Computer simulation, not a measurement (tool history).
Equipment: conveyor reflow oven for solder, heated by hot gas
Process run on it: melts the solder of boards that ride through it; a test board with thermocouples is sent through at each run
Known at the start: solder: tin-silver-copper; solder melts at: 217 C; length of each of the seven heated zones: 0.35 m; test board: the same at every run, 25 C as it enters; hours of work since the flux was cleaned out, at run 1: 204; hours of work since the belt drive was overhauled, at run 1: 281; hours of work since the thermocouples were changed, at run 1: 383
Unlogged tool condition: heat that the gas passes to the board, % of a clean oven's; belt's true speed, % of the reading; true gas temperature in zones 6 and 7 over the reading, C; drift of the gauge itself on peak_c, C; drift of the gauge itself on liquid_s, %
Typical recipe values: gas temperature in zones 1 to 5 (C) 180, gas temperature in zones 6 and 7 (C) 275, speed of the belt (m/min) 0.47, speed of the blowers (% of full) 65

run	hour	gas temperature in zones 1 to 5 (C)	gas temperature in zones 6 and 7 (C)	speed of the belt (m/min)	speed of the blowers (% of full)	hours of work since the flux was cleaned out	hours of work since the belt drive was overhauled	hours of work since the thermocouples were changed	highest temperature of the board (C)	time above the solder's melting point (s)
1	0	180	275	0.47	65	204	281	383	263.4	78.5
2	4.4	176	275	0.47	65	207	284	387	262.6	76.4
3	12.3	176	275	0.47	65	213	290	392	262.4	76.5
# hour 20.8: flux residue cleaned out of gas plates and filters
4	22.7	176	275	0.47	65	1	294	396	264.3	78.2
5	29.8	176	275	0.47	65	6	299	401	264	77.7
# hour 34.6: belt drive overhauled, speed set with a stopwatch
6	39.6	176	275	0.47	65	11	4	405	264	77.8
7	44.6	180	275	0.47	65	14	7	409	264.2	79.5
8	53	180	275	0.47	64	20	13	415	264.4	79.4
9	60.2	172	264	0.47	65	26	18	420	253.7	69
# hour 73.7: belt drive overhauled, speed set with a stopwatch, once more
10	73.8	180	272	0.498	88	32	0	427	264.8	74.2
11	79.1	180	277	0.47	68	36	4	431	266.7	79.9
12	87	180	277	0.47	68	42	10	437	266.7	80.3
13	96.8	180	277	0.47	68	49	17	444	266.9	80.1
14	106.3	180	284	0.484	68	56	23	451	272.3	80.2

4 options for the next run, each taken on its own from the tool as it stands now. Forecast them:
A	113.6	187	268	0.422	65	61	29	456	?	?
B	113.6	173	284	0.392	68	61	29	456	?	?
C	113.6	177	275	0.47	65	61	29	456	?	?
D	113.6	180	284	0.484	60	61	29	456	?	?

run	highest temperature of the board (C)	time above the solder's melting point (s)
A	261.2	89.7
B	277.2	99.3
C	263.6	77.3
D	270.1	78.9
The same runs, with their run-to-run variation unchanged, on a tool lacking any hidden condition would have given:
run	highest temperature of the board (C)	time above the solder's melting point (s)
A	260	88.9
B	276	98.6
C	262.6	76.7
D	269.1	78.3
